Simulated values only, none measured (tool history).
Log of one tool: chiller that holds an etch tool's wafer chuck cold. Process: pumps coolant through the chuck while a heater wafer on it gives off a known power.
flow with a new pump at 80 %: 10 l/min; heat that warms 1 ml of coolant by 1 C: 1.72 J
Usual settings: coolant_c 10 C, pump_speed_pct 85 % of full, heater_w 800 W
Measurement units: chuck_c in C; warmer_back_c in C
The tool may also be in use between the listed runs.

run	hour	coolant_c	pump_speed_pct	heater_w	chuck_c	warmer_back_c
1	0	10	85	800	16.9	2.64
2	37.7	10	85	800	16.7	2.63
3	76.6	10	85	800	17.1	2.69
4	131.4	12	85	800	18.9	2.59
5	176.1	12	85	800	19.1	2.58
6	202.6	12	84	800	18.9	2.67
7	245.3	10	85	1082	19.5	3.65
8	278.6	10	85	1082	19.5	3.58
9	323.9	10	85	1082	19.5	3.61
10	354.9	10	85	1082	19.3	3.58
11	391.3	10	77	800	17.6	2.96
12	443.4	10	69	800	18.5	3.33
13	473.9	10	85	800	17	2.69
14	498.5	10	85	800	16.9	2.77
15	550.6	10	85	800	16.9	2.78
16	607	10	85	800	16.9	2.74
17	630.6	12	85	849	19.3	2.92
18	681	12	85	849	19.3	2.89
19	736	12	85	849	19.2	2.95
20	784	18	70	888	27.3	3.76
21	826.3	5	98	800	11.1	2.45
22	853.1	5	98	800	11.1	2.37
23	898.2	5	98	800	11.1	2.38
24	936.3	19	65	718	27	3.29
25	970.2	19	65	718	27.1	3.37
26	1001	19	65	718	27	3.31
27	1038	7	65	1122	19.4	5.07
28	1071.8	7	65	1122	19.5	5.1
29	1112	7	83	981	15.6	3.59
30	1144.3	6	95	803	12.2	2.59
31	1170.8	6	95	430	9.3	1.54

Below, each run's measurement less what the same run would have read without the hidden state. Both values contain the same run-to-run variation, but the gauge's scatter may not be the same in both:
What the log doesn't record here: heat passed by the chuck's channels, % of clean ones'; flow at a given pump speed, % of a new pump's; coolant's true temperature over the reading, C; drift of the gauge itself on chuck_c, C; drift of the gauge itself on warmer_back_c, C.
run	warmer_back_c
1	+0.01
2	+0.01
3	+0.02
4	+0.03
5	+0.04
6	+0.04
7	+0.05
8	+0.06
9	+0.08
10	+0.08
11	+0.08
12	+0.09
13	+0.1
14	+0.1
15	+0.12
16	+0.13
17	+0.14
18	+0.14
19	+0.16
20	+0.17
21	+0.18
22	+0.18
23	+0.19
24	+0.2
25	+0.21
26	+0.21
27	+0.22
28	+0.23
29	+0.24
30	+0.24
31	+0.25
chuck_c: measured minus the no-hidden-state value equals 0 in all runs.

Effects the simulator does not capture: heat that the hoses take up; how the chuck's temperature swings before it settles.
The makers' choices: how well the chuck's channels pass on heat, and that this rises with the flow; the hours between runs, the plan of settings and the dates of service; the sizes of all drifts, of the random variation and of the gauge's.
